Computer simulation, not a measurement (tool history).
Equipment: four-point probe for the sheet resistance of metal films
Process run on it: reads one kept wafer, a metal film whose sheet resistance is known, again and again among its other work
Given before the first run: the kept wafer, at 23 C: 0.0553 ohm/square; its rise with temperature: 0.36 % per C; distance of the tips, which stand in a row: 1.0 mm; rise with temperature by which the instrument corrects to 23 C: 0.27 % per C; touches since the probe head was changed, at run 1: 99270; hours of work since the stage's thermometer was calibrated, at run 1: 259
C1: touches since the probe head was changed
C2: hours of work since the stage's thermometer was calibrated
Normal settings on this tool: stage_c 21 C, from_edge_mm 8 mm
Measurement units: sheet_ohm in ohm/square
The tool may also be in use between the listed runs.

{"run": 1, "hour": 0.0, "stage_c": 21, "from_edge_mm": 8, "C1": 99270, "C2": 259, "sheet_ohm": 0.055851}
{"run": 2, "hour": 12.9, "stage_c": 21, "from_edge_mm": 8, "C1": 99728, "C2": 264, "sheet_ohm": 0.055864}
{"run": 3, "hour": 23.6, "stage_c": 21, "from_edge_mm": 8, "C1": 100106, "C2": 269, "sheet_ohm": 0.05587}
{"run": 4, "hour": 36.9, "stage_c": 21, "from_edge_mm": 8, "C1": 100579, "C2": 274, "sheet_ohm": 0.055867}
{"run": 5, "hour": 46.6, "stage_c": 21, "from_edge_mm": 8, "C1": 100924, "C2": 278, "sheet_ohm": 0.055862}
{"run": 6, "hour": 58.9, "stage_c": 21, "from_edge_mm": 8, "C1": 101360, "C2": 283, "sheet_ohm": 0.055862}
{"run": 7, "hour": 66.4, "stage_c": 21, "from_edge_mm": 14, "C1": 101624, "C2": 286, "sheet_ohm": 0.055534}
{"run": 8, "hour": 78.0, "stage_c": 21, "from_edge_mm": 8, "C1": 102038, "C2": 291, "sheet_ohm": 0.05587}
{"run": 9, "hour": 87.5, "stage_c": 21, "from_edge_mm": 8, "C1": 102374, "C2": 295, "sheet_ohm": 0.055867}
{"run": 10, "hour": 101.0, "stage_c": 21, "from_edge_mm": 8, "C1": 102854, "C2": 300, "sheet_ohm": 0.055891}
{"run": 11, "hour": 116.7, "stage_c": 21, "from_edge_mm": 8, "C1": 103411, "C2": 307, "sheet_ohm": 0.055877}
{"run": 12, "hour": 123.4, "stage_c": 21, "from_edge_mm": 66, "C1": 103647, "C2": 309, "sheet_ohm": 0.055395}
{"run": 13, "hour": 134.0, "stage_c": 21, "from_edge_mm": 66, "C1": 104023, "C2": 314, "sheet_ohm": 0.055427}
{"run": 14, "hour": 144.0, "stage_c": 21, "from_edge_mm": 44, "C1": 104377, "C2": 318, "sheet_ohm": 0.055409}
{"run": 15, "hour": 154.5, "stage_c": 21, "from_edge_mm": 44, "C1": 104750, "C2": 322, "sheet_ohm": 0.055442}
{"run": 16, "hour": 163.9, "stage_c": 21, "from_edge_mm": 44, "C1": 105083, "C2": 326, "sheet_ohm": 0.055413}
{"run": 17, "hour": 174.4, "stage_c": 21, "from_edge_mm": 8, "C1": 105458, "C2": 330, "sheet_ohm": 0.055845}
{"run": 18, "hour": 182.8, "stage_c": 21, "from_edge_mm": 8, "C1": 105755, "C2": 334, "sheet_ohm": 0.055884}
{"run": 19, "hour": 191.7, "stage_c": 21, "from_edge_mm": 10, "C1": 106070, "C2": 337, "sheet_ohm": 0.055694}
{"run": 20, "hour": 200.0, "stage_c": 21, "from_edge_mm": 11, "C1": 106364, "C2": 341, "sheet_ohm": 0.055642}
{"run": 21, "hour": 209.6, "stage_c": 21, "from_edge_mm": 11, "C1": 106703, "C2": 345, "sheet_ohm": 0.055655}
{"run": 22, "hour": 223.4, "stage_c": 21, "from_edge_mm": 11, "C1": 107195, "C2": 350, "sheet_ohm": 0.055649}
{"run": 23, "hour": 231.2, "stage_c": 21, "from_edge_mm": 11, "C1": 107472, "C2": 353, "sheet_ohm": 0.055655}
{"hour": 243.6, "done": "new probe head fitted"}
{"run": 24, "hour": 244.5, "stage_c": 21, "from_edge_mm": 11, "C1": 34, "C2": 358, "sheet_ohm": 0.055773}
{"run": 25, "hour": 255.8, "stage_c": 35, "from_edge_mm": 42, "C1": 435, "C2": 363, "sheet_ohm": 0.056262}
{"run": 26, "hour": 267.8, "stage_c": 21, "from_edge_mm": 4, "C1": 860, "C2": 368, "sheet_ohm": 0.057308}
{"run": 27, "hour": 278.1, "stage_c": 24, "from_edge_mm": 47, "C1": 1224, "C2": 372, "sheet_ohm": 0.055693}
{"run": 28, "hour": 289.6, "stage_c": 25, "from_edge_mm": 5, "C1": 1631, "C2": 377, "sheet_ohm": 0.0569}
{"run": 29, "hour": 303.6, "stage_c": 23, "from_edge_mm": 12, "C1": 2129, "C2": 382, "sheet_ohm": 0.055839}
{"run": 30, "hour": 313.9, "stage_c": 28, "from_edge_mm": 36, "C1": 2495, "C2": 387, "sheet_ohm": 0.055911}
{"run": 31, "hour": 326.3, "stage_c": 26, "from_edge_mm": 9, "C1": 2934, "C2": 392, "sheet_ohm": 0.056149}
{"run": 32, "hour": 339.4, "stage_c": 19, "from_edge_mm": 10, "C1": 3399, "C2": 397, "sheet_ohm": 0.055714}
{"run": 33, "hour": 349.3, "stage_c": 19, "from_edge_mm": 8, "C1": 3752, "C2": 401, "sheet_ohm": 0.05586}
{"run": 34, "hour": 360.7, "stage_c": 21, "from_edge_mm": 36, "C1": 4156, "C2": 406, "sheet_ohm": 0.055538}
{"run": 35, "hour": 367.6, "stage_c": 21, "from_edge_mm": 24, "C1": 4398, "C2": 409, "sheet_ohm": 0.05557}
{"run": 36, "hour": 377.1, "stage_c": 32, "from_edge_mm": 47, "C1": 4738, "C2": 412, "sheet_ohm": 0.056109}
{"run": 37, "hour": 390.2, "stage_c": 31, "from_edge_mm": 5, "C1": 5203, "C2": 418, "sheet_ohm": 0.057251}
{"run": 38, "hour": 398.1, "stage_c": 31, "from_edge_mm": 5, "C1": 5481, "C2": 421, "sheet_ohm": 0.057242}
{"run": 39, "hour": 411.9, "stage_c": 31, "from_edge_mm": 5, "C1": 5969, "C2": 427, "sheet_ohm": 0.057257}
{"run": 40, "hour": 420.3, "stage_c": 21, "from_edge_mm": 4, "C1": 6268, "C2": 430, "sheet_ohm": 0.057334}
{"run": 41, "hour": 435.6, "stage_c": 21, "from_edge_mm": 4, "C1": 6811, "C2": 436, "sheet_ohm": 0.057366}
{"run": 42, "hour": 451.0, "stage_c": 26, "from_edge_mm": 10, "C1": 7358, "C2": 443, "sheet_ohm": 0.056123}
{"run": 43, "hour": 457.9, "stage_c": 21, "from_edge_mm": 4, "C1": 7604, "C2": 445, "sheet_ohm": 0.057352}
{"run": 44, "hour": 464.9, "stage_c": 30, "from_edge_mm": 8, "C1": 7850, "C2": 448, "sheet_ohm": 0.056473}

Predict each of these 3 candidate next runs independently; none follows another, all start after run 44:
{"run": "A", "hour": 473.6, "stage_c": 33, "from_edge_mm": 9, "C1": 8159, "C2": 452, "sheet_ohm": "?"}
{"run": "B", "hour": 473.6, "stage_c": 30, "from_edge_mm": 12, "C1": 8159, "C2": 452, "sheet_ohm": "?"}
{"run": "C", "hour": 473.6, "stage_c": 29, "from_edge_mm": 31, "C1": 8159, "C2": 452, "sheet_ohm": "?"}

run=A sheet_ohm=0.056541
run=B sheet_ohm=0.056218
run=C sheet_ohm=0.056002
With no hidden state in the tool, these same runs would have given:
run=A sheet_ohm=0.056189
run=B sheet_ohm=0.055868
run=C sheet_ohm=0.055653

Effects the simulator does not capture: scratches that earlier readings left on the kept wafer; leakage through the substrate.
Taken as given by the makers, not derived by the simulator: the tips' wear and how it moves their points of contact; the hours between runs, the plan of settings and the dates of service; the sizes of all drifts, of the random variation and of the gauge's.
